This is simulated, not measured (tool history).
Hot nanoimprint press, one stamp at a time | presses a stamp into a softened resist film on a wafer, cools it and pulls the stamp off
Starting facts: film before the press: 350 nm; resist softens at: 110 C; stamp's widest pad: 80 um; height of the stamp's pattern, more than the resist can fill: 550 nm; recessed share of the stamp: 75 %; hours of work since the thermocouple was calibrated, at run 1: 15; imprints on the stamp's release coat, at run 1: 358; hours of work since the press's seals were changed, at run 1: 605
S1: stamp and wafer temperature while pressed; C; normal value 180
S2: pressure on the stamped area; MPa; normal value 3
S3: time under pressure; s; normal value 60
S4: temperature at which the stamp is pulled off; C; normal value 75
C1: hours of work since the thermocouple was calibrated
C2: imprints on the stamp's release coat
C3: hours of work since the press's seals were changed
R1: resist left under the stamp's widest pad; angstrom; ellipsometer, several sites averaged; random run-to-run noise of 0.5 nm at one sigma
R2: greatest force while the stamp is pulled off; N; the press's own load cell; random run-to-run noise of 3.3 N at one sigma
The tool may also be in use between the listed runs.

| run | hour | S1 | S2 | S3 | S4 | C1 | C2 | C3 | R1 | R2 |
|---|---|---|---|---|---|---|---|---|---|---|
| 1 | 0 | 180 | 3 | 60 | 75 | 15 | 358 | 605 | 1898 | 158 |
| 2 | 73.6 | 168 | 3 | 60 | 75 | 68 | 613 | 657 | 2584 | 165 |
|  | 122.1 | press's hydraulic seals changed and the load cell set to zero |
| 3 | 147.3 | 180 | 3.24 | 60 | 75 | 115 | 841 | 18 | 1833 | 160 |
| 4 | 197.2 | 180 | 3.24 | 60 | 75 | 150 | 1015 | 54 | 1836 | 165 |
| 5 | 294.5 | 180 | 3.24 | 60 | 75 | 220 | 1352 | 123 | 1836 | 157 |
| 6 | 370.2 | 189 | 3 | 60 | 75 | 274 | 1615 | 177 | 1499 | 165 |
| 7 | 421.6 | 189 | 3 | 60 | 75 | 310 | 1793 | 214 | 1491 | 164 |
|  | 454.9 | plate thermocouple calibrated |
| 8 | 472.2 | 180 | 3 | 76 | 63 | 12 | 1959 | 248 | 1768 | 213 |
|  | 549.3 | stamp cleaned and given a new release coat |
| 9 | 570.1 | 180 | 2.08 | 89 | 75 | 78 | 72 | 313 | 2003 | 158 |

Run 10 has not been measured yet. What should we expect?
| 10 | 671.2 | 180 | 3.57 | 89 | 75 | 150 | 423 | 385 | ? | ? |

R1: 1539 angstrom
R2: 163 N
Had the tool carried no hidden state, the very same run would have given R1 1528 angstrom, R2 163 N.

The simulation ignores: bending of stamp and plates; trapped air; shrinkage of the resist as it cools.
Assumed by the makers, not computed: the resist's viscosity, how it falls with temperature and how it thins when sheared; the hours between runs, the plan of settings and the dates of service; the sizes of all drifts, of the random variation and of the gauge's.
